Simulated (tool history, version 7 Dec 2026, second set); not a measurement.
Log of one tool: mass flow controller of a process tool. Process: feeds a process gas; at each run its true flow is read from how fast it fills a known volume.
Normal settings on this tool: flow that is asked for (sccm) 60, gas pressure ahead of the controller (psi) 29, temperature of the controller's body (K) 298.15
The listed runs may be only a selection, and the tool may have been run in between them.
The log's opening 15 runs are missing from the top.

run,day,flow that is asked for (sccm),gas pressure ahead of the controller (psi),temperature of the controller's body (K),true flow (%)
16,250.608,60,29,298.15,99.47
17,266.312,60,29,296.15,99.71
# day 268.054: controller's zero set anew
18,282.017,86,29,298.15,99.73
19,294.179,86,29,298.15,99.63
20,316.717,60,26.7,298.15,100.35
# day 323.767: controller exchanged for a calibrated one
21,339.683,60,24.9,298.15,100.04
22,353.188,60,24.9,298.15,100.07
# day 359.675: controller's zero set anew, once more
23,370.996,60,28.3,298.15,99.88
24,387.067,60,28.3,298.15,99.88
25,402.483,60,24.1,299.15,99.88
26,418.867,59,24.7,312.15,98.42
27,438.283,94,23.8,296.15,100.26
28,452.588,51,32.1,295.15,99.96

Expected results for the next run?
29,463.708,86,29.2,294.15,?

Run 29 came out at true flow (%) 100.16.
The same run, on a tool lacking any hidden state, would have yielded true flow (%) 100.36.
